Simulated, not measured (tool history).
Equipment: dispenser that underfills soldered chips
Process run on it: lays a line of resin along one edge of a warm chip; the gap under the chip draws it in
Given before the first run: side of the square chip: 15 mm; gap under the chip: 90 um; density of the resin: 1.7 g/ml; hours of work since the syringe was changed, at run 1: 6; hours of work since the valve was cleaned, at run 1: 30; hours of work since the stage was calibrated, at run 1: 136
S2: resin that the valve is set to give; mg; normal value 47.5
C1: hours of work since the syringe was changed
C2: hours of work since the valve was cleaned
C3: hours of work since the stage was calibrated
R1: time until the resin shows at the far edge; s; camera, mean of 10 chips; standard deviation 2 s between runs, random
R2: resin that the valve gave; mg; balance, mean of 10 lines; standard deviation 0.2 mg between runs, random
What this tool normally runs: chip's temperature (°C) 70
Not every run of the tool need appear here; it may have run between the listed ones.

run 1 day=0 | chip's_temperature_(°C)=70 S2=47.5 | C1=6 C2=30 C3=136 | R1=288.8 R2=46.52
-- day=0.121 new syringe of resin
run 2 day=0.142 | chip's_temperature_(°C)=70 S2=47.5 | C1=0 C2=32 C3=138 | R1=201.1 R2=46.43
run 3 day=0.262 | chip's_temperature_(°C)=70 S2=47.5 | C1=2 C2=34 C3=140 | R1=230.4 R2=46.03
run 4 day=0.4 | chip's_temperature_(°C)=70 S2=47.5 | C1=5 C2=36 C3=142 | R1=260 R2=46.13
run 5 day=0.558 | chip's_temperature_(°C)=70 S2=42.2 | C1=7 C2=39 C3=145 | R1=313 R2=40.85
-- day=0.633 new syringe of resin
run 6 day=0.746 | chip's_temperature_(°C)=70 S2=42.2 | C1=2 C2=41 C3=147 | R1=234.5 R2=40.59
run 7 day=0.921 | chip's_temperature_(°C)=58 S2=41 | C1=5 C2=44 C3=150 | R1=505.8 R2=39.55
run 8 day=1.05 | chip's_temperature_(°C)=81 S2=55.4 | C1=7 C2=46 C3=152 | R1=175.1 R2=52.93
-- day=1.15 new syringe of resin
run 9 day=1.217 | chip's_temperature_(°C)=66 S2=46.6 | C1=1 C2=49 C3=155 | R1=266.2 R2=44.39
run 10 day=1.371 | chip's_temperature_(°C)=74 S2=46.6 | C1=4 C2=51 C3=157 | R1=208.8 R2=44.39
run 11 day=1.575 | chip's_temperature_(°C)=81 S2=49.9 | C1=7 C2=55 C3=161 | R1=181.1 R2=47.16

Alternative continuations, all from the tool just after run 11; predict every row:
-- day=1.667 new syringe of resin
run A day=1.788 | chip's_temperature_(°C)=60 S2=60.3 | C1=2 C2=58 C3=164 | R1=? R2=?
-- day=1.667 new syringe of resin
run B day=1.788 | chip's_temperature_(°C)=56 S2=53.3 | C1=2 C2=58 C3=164 | R1=? R2=?
-- day=1.667 new syringe of resin
run C day=1.788 | chip's_temperature_(°C)=81 S2=60.2 | C1=2 C2=58 C3=164 | R1=? R2=?
-- day=1.667 new syringe of resin
run D day=1.788 | chip's_temperature_(°C)=57 S2=60.1 | C1=2 C2=58 C3=164 | R1=? R2=?
-- day=1.667 new syringe of resin
run E day=1.788 | chip's_temperature_(°C)=55 S2=55.3 | C1=2 C2=58 C3=164 | R1=? R2=?

run=A R1=359.4 R2=56.89
run=B R1=441.5 R2=50.31
run=C R1=130.6 R2=57.35
run=D R1=424.1 R2=56.97
run=E R1=466.4 R2=52.09
Had the tool no hidden state, the same runs would have come out as:
run=A R1=307.9 R2=59.98
run=B R1=376.4 R2=53.05
run=C R1=112.4 R2=60.47
run=D R1=363.1 R2=60.07
run=E R1=398 R2=54.91
